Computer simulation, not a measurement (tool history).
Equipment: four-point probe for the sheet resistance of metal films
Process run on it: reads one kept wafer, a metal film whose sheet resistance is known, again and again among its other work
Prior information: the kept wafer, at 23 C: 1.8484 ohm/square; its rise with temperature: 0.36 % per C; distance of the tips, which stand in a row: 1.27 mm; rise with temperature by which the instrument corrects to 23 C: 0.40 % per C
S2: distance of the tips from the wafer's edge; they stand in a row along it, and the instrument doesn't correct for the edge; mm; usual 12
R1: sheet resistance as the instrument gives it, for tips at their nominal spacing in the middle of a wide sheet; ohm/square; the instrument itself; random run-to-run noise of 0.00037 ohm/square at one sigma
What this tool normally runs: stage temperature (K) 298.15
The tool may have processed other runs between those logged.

Run 1, day 0.000: usual settings. Result: R1 1.852778 ohm/square.
Run 2, day 1.958: usual settings. Result: R1 1.852505 ohm/square.
Run 3, day 3.750: usual settings. Result: R1 1.852481 ohm/square.
Run 4, day 6.112: usual settings. Result: R1 1.852081 ohm/square.
Run 5, day 8.038: usual settings but S2 45 mm. Result: R1 1.841764 ohm/square.
Run 6, day 9.183: usual settings but S2 7 mm. Result: R1 1.873365 ohm/square.
Run 7, day 11.112: usual settings but stage temperature (K) 294.15, S2 7 mm. Result: R1 1.876347 ohm/square.
Run 8, day 13.092: usual settings but stage temperature (K) 294.15, S2 7 mm. Result: R1 1.875555 ohm/square.
Run 9, day 15.225: usual settings but stage temperature (K) 294.15, S2 7 mm. Result: R1 1.876021 ohm/square.
Run 10, day 16.892: usual settings. Result: R1 1.851663 ohm/square.

Estimate the outcome of run 11 from the log above:
Run 11, day 18.192: usual settings but stage temperature (K) 302.15. Result: R1 ?.

R1: 1.848909 ohm/square
Minus the tool's unlogged condition, the same run would have read R1 1.855582 ohm/square.

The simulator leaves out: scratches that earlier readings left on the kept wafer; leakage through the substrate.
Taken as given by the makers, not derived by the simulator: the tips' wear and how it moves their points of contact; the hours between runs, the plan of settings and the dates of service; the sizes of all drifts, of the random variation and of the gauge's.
